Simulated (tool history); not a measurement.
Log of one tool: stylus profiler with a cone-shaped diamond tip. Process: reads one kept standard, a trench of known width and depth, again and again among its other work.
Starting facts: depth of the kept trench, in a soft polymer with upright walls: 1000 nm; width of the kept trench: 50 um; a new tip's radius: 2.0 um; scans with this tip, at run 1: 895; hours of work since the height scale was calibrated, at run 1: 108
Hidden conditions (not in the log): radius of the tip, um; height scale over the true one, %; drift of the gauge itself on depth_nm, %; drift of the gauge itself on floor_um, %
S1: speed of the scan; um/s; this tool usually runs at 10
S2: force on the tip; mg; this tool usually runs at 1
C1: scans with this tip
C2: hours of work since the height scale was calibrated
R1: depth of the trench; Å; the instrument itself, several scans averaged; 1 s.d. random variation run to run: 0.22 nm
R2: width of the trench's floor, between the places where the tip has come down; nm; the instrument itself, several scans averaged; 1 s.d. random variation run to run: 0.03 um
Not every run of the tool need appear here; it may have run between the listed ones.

run   hour  S1    S2    C1   C2       R1     R2
  1      0  10     1   895  108  10049.2  46490
  2   13.7  10     1   945  114  10051.5  46470
  3   30.1   7     1  1006  121  10047.4  46490
  4   50.6   7     1  1080  130  10048.4  46490
  5   62.7  10  0.96  1125  135  10048.3  46440
  6   85.1  10  0.96  1207  145  10048.2  46480
  7  109.3  10  2.07  1295  156  10076.3  46460
  8  120.6  10     1  1336  161  10045.2  46460
  9  145.2  10     1  1426  171  10048.3  46480
 10  163.4  10     1  1493  180  10048.5  46450
 11  174.5  27   0.4  1533  184  10029.8  46350
 12  195.5   3  1.96  1610  194  10076.2  46540
 13  208.2   8  0.37  1656  199  10025.9  46430
 14  233.6   8  0.37  1749  210  10024.1  46420
 15  249.8   8  0.51  1808  217  10033.2  46460
 16  274.1   6  1.35  1897  228  10056.8  46490
 17  292.4   3  0.98  1964  236    10046  46460
 18  318.6   3  0.98  2060  248  10049.9  46510
 19    337   3  0.98  2127  256  10049.5  46500
 20  348.6   3  0.98  2169  261  10046.9  46510

Consider 3 possible next runs. They are alternatives, not a sequence: every one starts from the tool as it was left by run 20. What does each give?
  A  361.9  12  0.42  2218  267   ?   ?
  B  361.9   3  0.74  2218  267   ?   ?
  C  361.9  14  1.16  2218  267   ?   ?

run       R1     R2
  A  10028.4  46480
  B  10038.6  46470
  C  10055.8  46480
Stripped of hidden state, with their random variation kept, the same runs would have yielded:
run       R1     R2
  A  10028.3  46480
  B  10038.6  46470
  C  10055.8  46480
